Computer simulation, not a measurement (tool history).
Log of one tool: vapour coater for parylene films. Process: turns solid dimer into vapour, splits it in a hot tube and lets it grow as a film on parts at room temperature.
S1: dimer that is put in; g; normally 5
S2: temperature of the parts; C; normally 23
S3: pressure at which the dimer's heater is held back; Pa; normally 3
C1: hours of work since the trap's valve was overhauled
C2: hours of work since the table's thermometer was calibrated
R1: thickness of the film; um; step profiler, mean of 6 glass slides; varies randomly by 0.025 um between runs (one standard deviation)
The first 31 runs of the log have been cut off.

run 32 hour=990 | S1=8 S2=16 S3=5.78 | C1=287 C2=749 | R1=7.05
run 33 hour=1022.1 | S1=3 S2=16 S3=2.51 | C1=307 C2=769 | R1=2.95
run 34 hour=1041.1 | S1=2 S2=16 S3=10.06 | C1=319 C2=781 | R1=1.67
run 35 hour=1070.5 | S1=2 S2=22 S3=2.84 | C1=337 C2=799 | R1=1.55
run 36 hour=1102.1 | S1=9 S2=23 S3=3 | C1=357 C2=819 | R1=6.58
run 37 hour=1121.8 | S1=2 S2=18 S3=2.43 | C1=369 C2=831 | R1=1.82
run 38 hour=1141.1 | S1=8 S2=32 S3=4.24 | C1=381 C2=843 | R1=3.88
run 39 hour=1172.3 | S1=3 S2=17 S3=4.24 | C1=400 C2=862 | R1=2.66
run 40 hour=1207.8 | S1=3 S2=17 S3=4.24 | C1=422 C2=884 | R1=2.66

Predict each of these 4 candidate next runs independently; none follows another, all start after run 40:
run A hour=1252.7 | S1=7 S2=17 S3=4.24 | C1=450 C2=912 | R1=?
run B hour=1252.7 | S1=3 S2=16 S3=6.96 | C1=450 C2=912 | R1=?
run C hour=1252.7 | S1=5 S2=20 S3=4.82 | C1=450 C2=912 | R1=?
run D hour=1252.7 | S1=4 S2=31 S3=4.24 | C1=450 C2=912 | R1=?

run=A R1=6.15
run=B R1=2.57
run=C R1=3.82
run=D R1=2.03
Without the tool's unlogged condition, the same runs would have read:
run=A R1=6.17
run=B R1=2.57
run=C R1=3.83
run=D R1=2.03
